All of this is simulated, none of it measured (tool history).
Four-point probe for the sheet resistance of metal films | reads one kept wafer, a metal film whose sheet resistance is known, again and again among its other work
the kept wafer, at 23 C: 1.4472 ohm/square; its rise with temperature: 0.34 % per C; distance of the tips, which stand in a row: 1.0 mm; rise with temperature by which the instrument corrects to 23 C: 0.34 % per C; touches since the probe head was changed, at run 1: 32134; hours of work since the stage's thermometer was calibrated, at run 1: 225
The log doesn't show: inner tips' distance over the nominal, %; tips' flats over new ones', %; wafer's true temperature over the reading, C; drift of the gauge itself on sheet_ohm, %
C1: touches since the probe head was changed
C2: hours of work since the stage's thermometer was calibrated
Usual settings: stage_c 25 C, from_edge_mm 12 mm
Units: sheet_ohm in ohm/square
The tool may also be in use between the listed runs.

Run 1, hour 0.0: usual settings; C1 32134; C2 225. Result: sheet_ohm 1.448011 ohm/square.
Run 2, hour 23.8: usual settings; C1 33108; C2 237. Result: sheet_ohm 1.448011 ohm/square.
Run 3, hour 68.0: usual settings; C1 34911; C2 258. Result: sheet_ohm 1.447588 ohm/square.
Run 4, hour 89.7: usual settings but stage_c 20 C; C1 35798; C2 269. Result: sheet_ohm 1.447306 ohm/square.
Run 5, hour 117.8: usual settings; C1 36943; C2 282. Result: sheet_ohm 1.447113 ohm/square.
Run 6, hour 145.2: usual settings but from_edge_mm 20 mm; C1 38064; C2 296. Result: sheet_ohm 1.443739 ohm/square.
Run 7, hour 167.3: usual settings but from_edge_mm 20 mm; C1 38965; C2 306. Result: sheet_ohm 1.443596 ohm/square.
Run 8, hour 186.0: usual settings but stage_c 29 C, from_edge_mm 20 mm; C1 39730; C2 315. Result: sheet_ohm 1.444293 ohm/square.
Run 9, hour 229.4: usual settings but stage_c 29 C, from_edge_mm 20 mm; C1 41502; C2 336. Result: sheet_ohm 1.443608 ohm/square.
Run 10, hour 266.7: usual settings but from_edge_mm 22 mm; C1 43025; C2 355. Result: sheet_ohm 1.442233 ohm/square.
Run 11, hour 297.4: usual settings but from_edge_mm 50 mm; C1 44278; C2 369. Result: sheet_ohm 1.441188 ohm/square.
Run 12, hour 332.9: usual settings but from_edge_mm 50 mm; C1 45728; C2 387. Result: sheet_ohm 1.440669 ohm/square.
Run 13, hour 377.9: usual settings; C1 47564; C2 408. Result: sheet_ohm 1.445919 ohm/square.
Run 14, hour 421.9: usual settings; C1 49363; C2 430. Result: sheet_ohm 1.445459 ohm/square.
Run 15, hour 460.8: usual settings; C1 50951; C2 449. Result: sheet_ohm 1.445298 ohm/square.
Run 16, hour 504.6: usual settings; C1 52739; C2 470. Result: sheet_ohm 1.444439 ohm/square.
Run 17, hour 548.9: usual settings; C1 54548; C2 491. Result: sheet_ohm 1.444649 ohm/square.
Run 18, hour 573.3: usual settings but stage_c 20 C, from_edge_mm 24 mm; C1 55545; C2 503. Result: sheet_ohm 1.439872 ohm/square.
Run 19, hour 602.5: usual settings but stage_c 20 C, from_edge_mm 24 mm; C1 56734; C2 517. Result: sheet_ohm 1.439390 ohm/square.
Run 20, hour 643.0: usual settings but stage_c 20 C, from_edge_mm 24 mm; C1 58388; C2 537. Result: sheet_ohm 1.439778 ohm/square.
Run 21, hour 667.1: usual settings but stage_c 20 C, from_edge_mm 24 mm; C1 59375; C2 549. Result: sheet_ohm 1.438830 ohm/square.
Run 22, hour 695.2: usual settings but stage_c 20 C, from_edge_mm 24 mm; C1 60522; C2 562. Result: sheet_ohm 1.439050 ohm/square.
Run 23, hour 735.3: usual settings but stage_c 20 C, from_edge_mm 24 mm; C1 62160; C2 582. Result: sheet_ohm 1.438570 ohm/square.
Run 24, hour 782.0: usual settings but from_edge_mm 4 mm; C1 64064; C2 604. Result: sheet_ohm 1.484696 ohm/square.
Run 25, hour 801.6: usual settings but stage_c 22 C, from_edge_mm 22 mm; C1 64866; C2 614. Result: sheet_ohm 1.438589 ohm/square.
Run 26, hour 824.9: usual settings but stage_c 18 C, from_edge_mm 13 mm; C1 65818; C2 625. Result: sheet_ohm 1.440992 ohm/square.
Run 27, hour 850.9: usual settings but stage_c 18 C, from_edge_mm 13 mm; C1 66880; C2 638. Result: sheet_ohm 1.441264 ohm/square.
Run 28, hour 881.8: usual settings but stage_c 31 C, from_edge_mm 23 mm; C1 68139; C2 653. Result: sheet_ohm 1.438846 ohm/square.
Run 29, hour 920.9: usual settings but stage_c 31 C, from_edge_mm 23 mm; C1 69735; C2 671. Result: sheet_ohm 1.438839 ohm/square.
Run 30, hour 962.4: usual settings but from_edge_mm 3 mm; C1 71432; C2 692. Result: sheet_ohm 1.517288 ohm/square.
Run 31, hour 981.1: usual settings but stage_c 28 C, from_edge_mm 32 mm; C1 72197; C2 701. Result: sheet_ohm 1.436878 ohm/square.
Run 32, hour 1010.3: usual settings but stage_c 28 C, from_edge_mm 43 mm; C1 73389; C2 715. Result: sheet_ohm 1.436978 ohm/square.
Run 33, hour 1031.4: usual settings but stage_c 28 C, from_edge_mm 43 mm; C1 74250; C2 725. Result: sheet_ohm 1.436680 ohm/square.

The same runs without the tool's hidden state, with the same run-to-run variation:
run  sheet_ohm
  1   1.452769
  2   1.452917
  3   1.452762
  4   1.452626
  5   1.452608
  6   1.449396
  7   1.449388
  8   1.450198
  9   1.449808
 10   1.448679
 11   1.447832
 12   1.447534
 13   1.453101
 14   1.452921
 15   1.453017
 16   1.452455
 17   1.452945
 18   1.448321
 19   1.448031
 20   1.448695
 21   1.447902
 22   1.448301
 23   1.448073
 24   1.494760
 25   1.448522
 26   1.451112
 27   1.451575
 28   1.449282
 29   1.449529
 30   1.528812
 31   1.447940
 32   1.448221
 33   1.448056

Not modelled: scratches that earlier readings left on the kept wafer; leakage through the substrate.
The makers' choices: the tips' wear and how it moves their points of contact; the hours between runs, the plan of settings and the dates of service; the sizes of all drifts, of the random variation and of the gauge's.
